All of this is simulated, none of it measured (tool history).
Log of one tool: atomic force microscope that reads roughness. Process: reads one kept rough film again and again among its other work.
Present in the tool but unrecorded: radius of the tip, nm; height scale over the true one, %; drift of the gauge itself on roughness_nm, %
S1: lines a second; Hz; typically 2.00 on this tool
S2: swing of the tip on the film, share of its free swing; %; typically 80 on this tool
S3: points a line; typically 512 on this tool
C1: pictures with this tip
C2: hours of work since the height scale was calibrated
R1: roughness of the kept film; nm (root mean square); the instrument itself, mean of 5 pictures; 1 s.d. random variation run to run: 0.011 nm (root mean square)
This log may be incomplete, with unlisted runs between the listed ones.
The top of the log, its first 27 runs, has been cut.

Run 28, hour 1212.0: usual settings but S2 69 %; C1 112; C2 1579. Result: R1 2.464 nm (root mean square).
At hour 1242.3: new tip fitted.
Run 29, hour 1265.7: usual settings but S1 2.72 Hz, S2 69 %, S3 431; C1 42; C2 1612. Result: R1 2.528 nm (root mean square).
Run 30, hour 1311.6: usual settings but S1 3.33 Hz, S2 61 %, S3 431; C1 126; C2 1640. Result: R1 2.338 nm (root mean square).
At hour 1336.1: new tip fitted.
Run 31, hour 1363.0: usual settings but S1 1.01 Hz, S2 61 %, S3 286; C1 49; C2 1671. Result: R1 2.813 nm (root mean square).
Run 32, hour 1399.5: usual settings but S1 0.82 Hz, S2 84 %, S3 774; C1 116; C2 1693. Result: R1 2.462 nm (root mean square).
At hour 1427.3: new tip fitted.
Run 33, hour 1455.4: usual settings but S1 3.58 Hz, S2 84 %, S3 897; C1 51; C2 1727. Result: R1 2.013 nm (root mean square).
Run 34, hour 1498.3: usual settings but S1 3.58 Hz, S3 1001; C1 130; C2 1754. Result: R1 1.920 nm (root mean square).
At hour 1521.0: new tip fitted.
Run 35, hour 1545.5: usual settings but S1 2.14 Hz, S2 56 %, S3 565; C1 45; C2 1782. Result: R1 2.776 nm (root mean square).
Run 36, hour 1588.5: usual settings but S1 2.14 Hz, S2 65 %, S3 565; C1 124; C2 1809. Result: R1 2.437 nm (root mean square).
At hour 1613.1: new tip fitted.
Run 37, hour 1638.9: usual settings but S3 858; C1 47; C2 1839. Result: R1 2.417 nm (root mean square).
Run 38, hour 1674.4: usual settings but S3 858; C1 112; C2 1861. Result: R1 2.228 nm (root mean square).
At hour 1706.4: new tip fitted.
Run 39, hour 1708.4: usual settings but S3 858; C1 4; C2 1882. Result: R1 2.596 nm (root mean square).
Run 40, hour 1749.7: usual settings but S3 858; C1 80; C2 1907. Result: R1 2.350 nm (root mean square).
Run 41, hour 1793.6: usual settings but S1 1.56 Hz, S2 86 %, S3 265; C1 160; C2 1934. Result: R1 2.083 nm (root mean square).
At hour 1798.3: new tip fitted.
Run 42, hour 1825.8: usual settings but S1 1.56 Hz, S2 86 %, S3 265; C1 51; C2 1953. Result: R1 2.378 nm (root mean square).
At hour 1866.6: height scale calibrated on a step standard.
Run 43, hour 1884.0: usual settings but S1 0.88 Hz, S2 56 %, S3 641; C1 155; C2 11. Result: R1 2.485 nm (root mean square).
At hour 1891.6: new tip fitted.
Run 44, hour 1910.4: usual settings but S1 0.79 Hz, S2 68 %, S3 387; C1 34; C2 27. Result: R1 2.829 nm (root mean square).
Run 45, hour 1944.2: usual settings but S1 0.79 Hz, S2 68 %, S3 607; C1 96; C2 47. Result: R1 2.635 nm (root mean square).
Run 46, hour 1970.7: usual settings but S1 0.79 Hz, S2 68 %, S3 607; C1 145; C2 64. Result: R1 2.483 nm (root mean square).
At hour 1987.3: new tip fitted.
Run 47, hour 2013.5: usual settings but S1 0.66 Hz, S3 1016; C1 48; C2 89. Result: R1 2.751 nm (root mean square).
Run 48, hour 2062.5: usual settings but S1 0.66 Hz, S2 66 %, S3 560; C1 138; C2 119. Result: R1 2.538 nm (root mean square).
At hour 2079.0: new tip fitted.
Run 49, hour 2096.9: usual settings but S1 1.82 Hz, S3 320; C1 33; C2 140. Result: R1 2.479 nm (root mean square).
Run 50, hour 2143.3: usual settings but S1 1.82 Hz, S3 320; C1 117; C2 169. Result: R1 2.219 nm (root mean square).

Alternative continuations, all from the tool just after run 50; predict every row:
Run A, hour 2167.8: usual settings but S1 0.71 Hz, S2 57 %, S3 365; C1 162; C2 184. Result: R1 ?.
Run B, hour 2167.8: usual settings but S1 1.27 Hz, S3 297; C1 162; C2 184. Result: R1 ?.
Run C, hour 2167.8: usual settings but S1 2.27 Hz, S2 59 %, S3 320; C1 162; C2 184. Result: R1 ?.
Run D, hour 2167.8: usual settings but S1 2.76 Hz, S2 66 %; C1 162; C2 184. Result: R1 ?.
Run E, hour 2167.8: usual settings but S1 0.91 Hz, S3 338; C1 162; C2 184. Result: R1 ?.

run     R1
  A  2.480
  B  2.217
  C  2.346
  D  2.217
  E  2.298
With the hidden condition removed and each run's random variation left untouched, the same runs would have given:
run     R1
  A  3.036
  B  2.715
  C  2.873
  D  2.715
  E  2.814
